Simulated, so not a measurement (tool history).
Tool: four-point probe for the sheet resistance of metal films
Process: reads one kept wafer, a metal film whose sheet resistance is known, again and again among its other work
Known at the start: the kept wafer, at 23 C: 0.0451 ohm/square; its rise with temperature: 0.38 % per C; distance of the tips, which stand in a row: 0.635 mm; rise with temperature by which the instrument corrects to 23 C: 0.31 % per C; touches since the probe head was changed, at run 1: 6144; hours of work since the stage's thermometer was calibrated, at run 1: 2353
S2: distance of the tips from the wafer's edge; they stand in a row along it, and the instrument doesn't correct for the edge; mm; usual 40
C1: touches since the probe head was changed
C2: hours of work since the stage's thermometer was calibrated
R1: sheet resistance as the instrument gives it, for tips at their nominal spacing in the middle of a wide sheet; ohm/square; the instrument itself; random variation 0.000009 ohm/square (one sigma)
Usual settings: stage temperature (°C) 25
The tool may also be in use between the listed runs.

run 1 hour=0.0 | stage_temperature_(°C)=25 S2=40 | C1=6144 C2=2353 | R1=0.045069
run 2 hour=18.5 | stage_temperature_(°C)=25 S2=40 | C1=6341 C2=2362 | R1=0.045087
run 3 hour=48.4 | stage_temperature_(°C)=25 S2=40 | C1=6661 C2=2377 | R1=0.045080
run 4 hour=63.0 | stage_temperature_(°C)=25 S2=40 | C1=6816 C2=2385 | R1=0.045080
run 5 hour=77.9 | stage_temperature_(°C)=25 S2=40 | C1=6976 C2=2393 | R1=0.045058
-- hour=83.6 stage's thermometer calibrated
run 6 hour=106.2 | stage_temperature_(°C)=27 S2=40 | C1=7273 C2=11 | R1=0.045141
run 7 hour=126.7 | stage_temperature_(°C)=27 S2=40 | C1=7492 C2=22 | R1=0.045136
run 8 hour=157.1 | stage_temperature_(°C)=27 S2=40 | C1=7817 C2=37 | R1=0.045145
run 9 hour=171.5 | stage_temperature_(°C)=27 S2=40 | C1=7971 C2=45 | R1=0.045127
-- hour=187.1 stage's thermometer calibrated, once more
run 10 hour=196.1 | stage_temperature_(°C)=27 S2=40 | C1=8229 C2=5 | R1=0.045062
run 11 hour=215.0 | stage_temperature_(°C)=27 S2=40 | C1=8429 C2=14 | R1=0.045047
run 12 hour=237.2 | stage_temperature_(°C)=24 S2=40 | C1=8667 C2=25 | R1=0.044972
run 13 hour=261.5 | stage_temperature_(°C)=24 S2=40 | C1=8927 C2=38 | R1=0.044963
run 14 hour=283.8 | stage_temperature_(°C)=24 S2=40 | C1=9165 C2=49 | R1=0.044970
run 15 hour=315.2 | stage_temperature_(°C)=25 S2=40 | C1=9501 C2=65 | R1=0.045001
run 16 hour=329.6 | stage_temperature_(°C)=19 S2=26 | C1=9654 C2=73 | R1=0.044826
run 17 hour=345.2 | stage_temperature_(°C)=19 S2=26 | C1=9821 C2=80 | R1=0.044810
run 18 hour=376.1 | stage_temperature_(°C)=34 S2=46 | C1=10151 C2=96 | R1=0.045213
run 19 hour=399.1 | stage_temperature_(°C)=20 S2=5 | C1=10397 C2=108 | R1=0.045233
run 20 hour=419.6 | stage_temperature_(°C)=20 S2=17 | C1=10616 C2=118 | R1=0.044890
run 21 hour=450.6 | stage_temperature_(°C)=22 S2=17 | C1=10947 C2=134 | R1=0.044920
run 22 hour=467.6 | stage_temperature_(°C)=27 S2=23 | C1=11129 C2=143 | R1=0.045046
run 23 hour=485.2 | stage_temperature_(°C)=29 S2=16 | C1=11317 C2=152 | R1=0.045125
run 24 hour=510.7 | stage_temperature_(°C)=34 S2=4 | C1=11590 C2=165 | R1=0.045814
run 25 hour=538.6 | stage_temperature_(°C)=24 S2=20 | C1=11888 C2=179 | R1=0.044980
run 26 hour=565.8 | stage_temperature_(°C)=29 S2=20 | C1=12178 C2=193 | R1=0.045112
run 27 hour=590.8 | stage_temperature_(°C)=29 S2=20 | C1=12444 C2=205 | R1=0.045106
run 28 hour=613.4 | stage_temperature_(°C)=25 S2=7 | C1=12686 C2=217 | R1=0.045187
run 29 hour=628.0 | stage_temperature_(°C)=19 S2=17 | C1=12842 C2=224 | R1=0.044812
run 30 hour=647.1 | stage_temperature_(°C)=22 S2=3 | C1=13047 C2=234 | R1=0.045930

Forecast each of these 4 alternatives for the next run:
run A hour=664.0 | stage_temperature_(°C)=20 S2=4 | C1=13227 C2=243 | R1=?
run B hour=664.0 | stage_temperature_(°C)=34 S2=12 | C1=13227 C2=243 | R1=?
run C hour=664.0 | stage_temperature_(°C)=25 S2=10 | C1=13227 C2=243 | R1=?
run D hour=664.0 | stage_temperature_(°C)=33 S2=8 | C1=13227 C2=243 | R1=?

run=A R1=0.045412
run=B R1=0.045283
run=C R1=0.045078
run=D R1=0.045337
Without the tool's hidden state the same runs would have given:
run=A R1=0.045607
run=B R1=0.045479
run=C R1=0.045272
run=D R1=0.045533
